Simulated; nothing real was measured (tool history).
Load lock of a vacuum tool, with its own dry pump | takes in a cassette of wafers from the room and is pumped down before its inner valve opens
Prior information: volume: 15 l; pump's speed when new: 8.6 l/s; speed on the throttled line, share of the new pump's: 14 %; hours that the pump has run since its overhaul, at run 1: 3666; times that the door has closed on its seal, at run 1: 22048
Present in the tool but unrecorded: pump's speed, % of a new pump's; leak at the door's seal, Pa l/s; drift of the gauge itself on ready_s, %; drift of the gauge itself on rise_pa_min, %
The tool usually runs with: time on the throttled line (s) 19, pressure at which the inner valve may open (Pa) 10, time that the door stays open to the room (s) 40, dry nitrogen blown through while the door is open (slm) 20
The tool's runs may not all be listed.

| run | hour | time on the throttled line (s) | pressure at which the inner valve may open (Pa) | time that the door stays open to the room (s) | dry nitrogen blown through while the door is open (slm) | hours that the pump has run since its overhaul | times that the door has closed on its seal | incoming humidity of the room's air, % | time from the closed door until the inner valve may open (s) | rise of the pressure with all valves shut (Pa/min) |
|---|---|---|---|---|---|---|---|---|---|---|
| 1 | 0.0 | 19 | 10 | 40 | 20 | 3666 | 22048 | 44.5 | 33.04 | 0.344 |
| 2 | 505.5 | 19 | 10 | 40 | 20 | 4171 | 24420 | 45.5 | 33.10 | 0.383 |
| 3 | 920.6 | 19 | 10 | 40 | 20 | 4586 | 26367 | 47.5 | 33.18 | 0.429 |
| 4 | 1344.7 | 19 | 10 | 40 | 20 | 5010 | 28357 | 46.3 | 33.18 | 0.456 |
| 5 | 1953.6 | 19 | 10 | 40 | 20 | 5619 | 31214 | 45.8 | 33.23 | 0.535 |
| 6 | 2249.4 | 19 | 10 | 40 | 20 | 5915 | 32601 | 45.6 | 33.22 | 0.569 |
|  | 2397.6 | door's seal changed, seat wiped |
| 7 | 2646.7 | 19 | 10 | 40 | 20 | 6311 | 1169 | 44.6 | 33.33 | 0.031 |
| 8 | 3130.8 | 19 | 10 | 40 | 20 | 6795 | 3440 | 43.5 | 33.43 | 0.046 |
| 9 | 3480.5 | 19 | 10 | 40 | 20 | 7145 | 5080 | 41.4 | 33.45 | 0.065 |
| 10 | 3826.2 | 19 | 10 | 40 | 20 | 7490 | 6702 | 44.8 | 33.49 | 0.078 |
| 11 | 4398.9 | 19 | 10 | 40 | 17 | 8063 | 9390 | 45.1 | 33.71 | 0.100 |
| 12 | 4702.6 | 19 | 10 | 40 | 17 | 8367 | 10814 | 47.1 | 33.76 | 0.121 |
| 13 | 5065.7 | 19 | 20 | 36 | 17 | 8730 | 12518 | 44.3 | 32.41 | 0.131 |
| 14 | 5518.0 | 19 | 20 | 36 | 17 | 9182 | 14640 | 41.6 | 32.43 | 0.148 |
| 15 | 6182.0 | 19 | 20 | 36 | 17 | 9846 | 17755 | 42.9 | 32.53 | 0.196 |
| 16 | 6528.2 | 19 | 20 | 36 | 17 | 10192 | 19380 | 40.9 | 32.47 | 0.225 |
|  | 7210.3 | dry pump taken out, an overhauled one fitted |
| 17 | 7239.9 | 27 | 20 | 109 | 17 | 30 | 22690 | 48.7 | 38.05 | 0.319 |
| 18 | 7923.2 | 19 | 18 | 156 | 23 | 713 | 25896 | 46.4 | 31.46 | 0.391 |

Take each entry between the runs: how does the hidden state at the last listed run before it differ from the hidden state at the first listed run after it?
In the gap between runs 6 and 7: door's seal changed, seat wiped (hour 2397.6)
  pump's speed, % of a new pump's: 94.1 -> 93.7; leak at the door's seal, Pa l/s: 0.1361 -> 0.0031
  measured less the result without the state, time from the closed door until the inner valve may open (s): +0.84 -> +0.90; rise of the pressure with all valves shut (Pa/min): +0.533 -> +0.005
In the gap between runs 16 and 17: dry pump taken out, an overhauled one fitted (hour 7210.3)
  pump's speed, % of a new pump's: 90.1 -> 100; leak at the door's seal, Pa l/s: 0.0501 -> 0.064
  measured less the result without the state, time from the closed door until the inner valve may open (s): +1.33 -> +0.00; rise of the pressure with all valves shut (Pa/min): +0.192 -> +0.248
